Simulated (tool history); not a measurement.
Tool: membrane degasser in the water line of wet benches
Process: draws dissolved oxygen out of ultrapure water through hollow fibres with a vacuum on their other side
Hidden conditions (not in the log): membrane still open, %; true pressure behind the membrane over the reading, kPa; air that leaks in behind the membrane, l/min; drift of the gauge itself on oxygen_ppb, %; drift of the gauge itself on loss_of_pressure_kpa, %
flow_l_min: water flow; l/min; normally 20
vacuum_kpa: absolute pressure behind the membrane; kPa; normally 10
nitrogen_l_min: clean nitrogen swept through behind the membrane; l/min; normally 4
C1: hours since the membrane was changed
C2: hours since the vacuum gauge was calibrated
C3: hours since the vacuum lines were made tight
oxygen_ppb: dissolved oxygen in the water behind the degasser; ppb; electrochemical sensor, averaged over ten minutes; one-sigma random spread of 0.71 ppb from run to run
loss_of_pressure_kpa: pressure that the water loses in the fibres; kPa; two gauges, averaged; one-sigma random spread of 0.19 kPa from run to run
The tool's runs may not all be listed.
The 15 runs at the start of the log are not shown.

run 16 hour=1439.4 | flow_l_min=20 vacuum_kpa=7.2 nitrogen_l_min=3.54 | C1=4323 C2=226 C3=13309 | oxygen_ppb=63 loss_of_pressure_kpa=36.44
run 17 hour=1540.8 | flow_l_min=24 vacuum_kpa=14.5 nitrogen_l_min=4 | C1=4424 C2=327 C3=13410 | oxygen_ppb=176.8 loss_of_pressure_kpa=43.98
-- hour=1666.5 vacuum gauge calibrated, once more
run 18 hour=1666.5 | flow_l_min=20 vacuum_kpa=6.4 nitrogen_l_min=2.59 | C1=4549 C2=0 C3=13536 | oxygen_ppb=64.2 loss_of_pressure_kpa=36.6
run 19 hour=1739.1 | flow_l_min=20 vacuum_kpa=6.4 nitrogen_l_min=2.59 | C1=4622 C2=73 C3=13608 | oxygen_ppb=64.3 loss_of_pressure_kpa=36.8
run 20 hour=1868.3 | flow_l_min=20 vacuum_kpa=7.7 nitrogen_l_min=5.36 | C1=4751 C2=202 C3=13737 | oxygen_ppb=45.6 loss_of_pressure_kpa=36.8
run 21 hour=1924.1 | flow_l_min=20 vacuum_kpa=7.7 nitrogen_l_min=5.36 | C1=4807 C2=258 C3=13793 | oxygen_ppb=45.4 loss_of_pressure_kpa=36.88
run 22 hour=2005.4 | flow_l_min=20 vacuum_kpa=7.7 nitrogen_l_min=5.36 | C1=4888 C2=339 C3=13875 | oxygen_ppb=46 loss_of_pressure_kpa=36.65
run 23 hour=2130.7 | flow_l_min=25 vacuum_kpa=7.3 nitrogen_l_min=3.04 | C1=5013 C2=464 C3=14000 | oxygen_ppb=89.9 loss_of_pressure_kpa=45.9
run 24 hour=2254.7 | flow_l_min=17 vacuum_kpa=18.3 nitrogen_l_min=4 | C1=5137 C2=588 C3=14124 | oxygen_ppb=163.8 loss_of_pressure_kpa=30.83
run 25 hour=2374.5 | flow_l_min=15 vacuum_kpa=9.9 nitrogen_l_min=2.77 | C1=5257 C2=708 C3=14244 | oxygen_ppb=92.6 loss_of_pressure_kpa=27.47
run 26 hour=2443.2 | flow_l_min=20 vacuum_kpa=17.5 nitrogen_l_min=4 | C1=5326 C2=777 C3=14312 | oxygen_ppb=182.1 loss_of_pressure_kpa=36.55
run 27 hour=2576.7 | flow_l_min=24 vacuum_kpa=10 nitrogen_l_min=11.74 | C1=5459 C2=910 C3=14446 | oxygen_ppb=41.6 loss_of_pressure_kpa=43.91
run 28 hour=2707.6 | flow_l_min=16 vacuum_kpa=10 nitrogen_l_min=1.69 | C1=5590 C2=1041 C3=14577 | oxygen_ppb=160.3 loss_of_pressure_kpa=29.53
run 29 hour=2800.4 | flow_l_min=16 vacuum_kpa=10 nitrogen_l_min=1.69 | C1=5683 C2=1134 C3=14669 | oxygen_ppb=158.7 loss_of_pressure_kpa=29.39
run 30 hour=2862.7 | flow_l_min=13 vacuum_kpa=13 nitrogen_l_min=3.41 | C1=5746 C2=1196 C3=14732 | oxygen_ppb=99.1 loss_of_pressure_kpa=24.19

Alternative continuations, all from the tool just after run 30; predict every row:
run A hour=2995.3 | flow_l_min=25 vacuum_kpa=10 nitrogen_l_min=8.74 | C1=5878 C2=1329 C3=14864 | oxygen_ppb=? loss_of_pressure_kpa=?
run B hour=2995.3 | flow_l_min=13 vacuum_kpa=15.6 nitrogen_l_min=3.41 | C1=5878 C2=1329 C3=14864 | oxygen_ppb=? loss_of_pressure_kpa=?
run C hour=2995.3 | flow_l_min=16 vacuum_kpa=6.9 nitrogen_l_min=4 | C1=5878 C2=1329 C3=14864 | oxygen_ppb=? loss_of_pressure_kpa=?
run D hour=2995.3 | flow_l_min=22 vacuum_kpa=9.3 nitrogen_l_min=6.17 | C1=5878 C2=1329 C3=14864 | oxygen_ppb=? loss_of_pressure_kpa=?
run E hour=2995.3 | flow_l_min=15 vacuum_kpa=17.2 nitrogen_l_min=2.44 | C1=5878 C2=1329 C3=14864 | oxygen_ppb=? loss_of_pressure_kpa=?

run=A oxygen_ppb=56.8 loss_of_pressure_kpa=46.01
run=B oxygen_ppb=123.6 loss_of_pressure_kpa=23.99
run=C oxygen_ppb=39.4 loss_of_pressure_kpa=29.21
run=D oxygen_ppb=59.8 loss_of_pressure_kpa=40.6
run=E oxygen_ppb=215.4 loss_of_pressure_kpa=27.61
Take away the tool's hidden state, keep each run's random variation, and the runs would have read:
run=A oxygen_ppb=53.8 loss_of_pressure_kpa=45.29
run=B oxygen_ppb=114.7 loss_of_pressure_kpa=23.62
run=C oxygen_ppb=36.6 loss_of_pressure_kpa=28.75
run=D oxygen_ppb=56.5 loss_of_pressure_kpa=39.95
run=E oxygen_ppb=202.6 loss_of_pressure_kpa=27.17

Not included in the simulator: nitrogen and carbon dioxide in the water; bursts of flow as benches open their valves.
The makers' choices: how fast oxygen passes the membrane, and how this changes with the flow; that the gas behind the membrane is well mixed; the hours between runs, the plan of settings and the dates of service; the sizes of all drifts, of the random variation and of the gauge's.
